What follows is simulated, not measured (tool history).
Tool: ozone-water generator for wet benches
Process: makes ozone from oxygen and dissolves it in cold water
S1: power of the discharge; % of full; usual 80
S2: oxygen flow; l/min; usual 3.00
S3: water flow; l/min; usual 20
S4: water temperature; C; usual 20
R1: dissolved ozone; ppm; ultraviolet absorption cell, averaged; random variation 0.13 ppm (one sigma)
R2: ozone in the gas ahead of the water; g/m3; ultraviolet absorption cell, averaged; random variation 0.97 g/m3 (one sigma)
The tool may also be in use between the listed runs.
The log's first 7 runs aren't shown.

{"run": 8, "hour": 216.7, "S1": 80, "S2": 3.0, "S3": 20, "S4": 20, "R1": 13.1, "R2": 156.8}
{"run": 9, "hour": 252.5, "S1": 80, "S2": 3.0, "S3": 20, "S4": 20, "R1": 12.9, "R2": 156.0}
{"run": 10, "hour": 298.3, "S1": 80, "S2": 3.0, "S3": 15, "S4": 20, "R1": 16.5, "R2": 157.0}
{"run": 11, "hour": 332.0, "S1": 80, "S2": 3.0, "S3": 15, "S4": 20, "R1": 16.4, "R2": 155.3}
{"run": 12, "hour": 368.3, "S1": 57, "S2": 3.0, "S3": 20, "S4": 20, "R1": 9.8, "R2": 117.6}
{"run": 13, "hour": 412.1, "S1": 57, "S2": 3.0, "S3": 20, "S4": 20, "R1": 9.7, "R2": 117.2}
{"run": 14, "hour": 435.3, "S1": 57, "S2": 3.0, "S3": 20, "S4": 20, "R1": 9.6, "R2": 117.5}
{"run": 15, "hour": 454.3, "S1": 57, "S2": 3.0, "S3": 20, "S4": 24, "R1": 9.1, "R2": 117.1}
{"run": 16, "hour": 481.1, "S1": 57, "S2": 3.0, "S3": 20, "S4": 24, "R1": 9.0, "R2": 117.3}
{"run": 17, "hour": 520.8, "S1": 57, "S2": 3.0, "S3": 18, "S4": 24, "R1": 10.2, "R2": 117.3}
{"run": 18, "hour": 552.7, "S1": 91, "S2": 3.0, "S3": 18, "S4": 19, "R1": 16.1, "R2": 171.8}
{"run": 19, "hour": 588.1, "S1": 91, "S2": 3.0, "S3": 18, "S4": 19, "R1": 15.9, "R2": 171.2}
{"run": 20, "hour": 627.2, "S1": 91, "S2": 3.0, "S3": 18, "S4": 19, "R1": 15.5, "R2": 171.1}
{"run": 21, "hour": 659.6, "S1": 79, "S2": 3.05, "S3": 22, "S4": 17, "R1": 11.5, "R2": 150.5}
{"run": 22, "hour": 687.4, "S1": 79, "S2": 3.05, "S3": 22, "S4": 17, "R1": 11.6, "R2": 150.3}
{"run": 23, "hour": 712.6, "S1": 79, "S2": 3.05, "S3": 22, "S4": 17, "R1": 11.4, "R2": 150.1}
{"run": 24, "hour": 752.7, "S1": 61, "S2": 2.64, "S3": 18, "S4": 20, "R1": 11.0, "R2": 132.2}
{"run": 25, "hour": 779.8, "S1": 61, "S2": 2.64, "S3": 18, "S4": 20, "R1": 11.0, "R2": 132.3}
{"run": 26, "hour": 824.8, "S1": 61, "S2": 2.64, "S3": 18, "S4": 20, "R1": 11.1, "R2": 130.3}
{"run": 27, "hour": 845.9, "S1": 80, "S2": 1.81, "S3": 20, "S4": 20, "R1": 12.0, "R2": 207.9}
{"run": 28, "hour": 891.3, "S1": 55, "S2": 1.92, "S3": 12, "S4": 18, "R1": 14.5, "R2": 146.4}
{"run": 29, "hour": 931.2, "S1": 55, "S2": 2.2, "S3": 20, "S4": 18, "R1": 9.1, "R2": 134.4}
{"run": 30, "hour": 968.4, "S1": 55, "S2": 2.84, "S3": 28, "S4": 14, "R1": 6.7, "R2": 114.2}
{"run": 31, "hour": 1010.2, "S1": 55, "S2": 2.84, "S3": 28, "S4": 14, "R1": 6.7, "R2": 114.3}
{"run": 32, "hour": 1043.2, "S1": 55, "S2": 2.84, "S3": 28, "S4": 14, "R1": 6.7, "R2": 115.1}

Forecast each of these 5 alternatives for the next run:
{"run": "A", "hour": 1071.7, "S1": 70, "S2": 3.0, "S3": 32, "S4": 14, "R1": "?", "R2": "?"}
{"run": "B", "hour": 1071.7, "S1": 80, "S2": 4.09, "S3": 17, "S4": 21, "R1": "?", "R2": "?"}
{"run": "C", "hour": 1071.7, "S1": 80, "S2": 2.46, "S3": 22, "S4": 15, "R1": "?", "R2": "?"}
{"run": "D", "hour": 1071.7, "S1": 97, "S2": 1.53, "S3": 20, "S4": 20, "R1": "?", "R2": "?"}
{"run": "E", "hour": 1071.7, "S1": 96, "S2": 2.84, "S3": 14, "S4": 22, "R1": "?", "R2": "?"}

run=A R1=7.0 R2=135.1
run=B R1=14.1 R2=124.1
run=C R1=11.5 R2=169.5
run=D R1=13.2 R2=266.3
run=E R1=18.8 R2=179.8
Without the tool's hidden state the same runs would have given:
run=A R1=8.0 R2=147.4
run=B R1=16.1 R2=136.9
run=C R1=13.2 R2=186.8
run=D R1=15.3 R2=297.7
run=E R1=21.6 R2=200.8
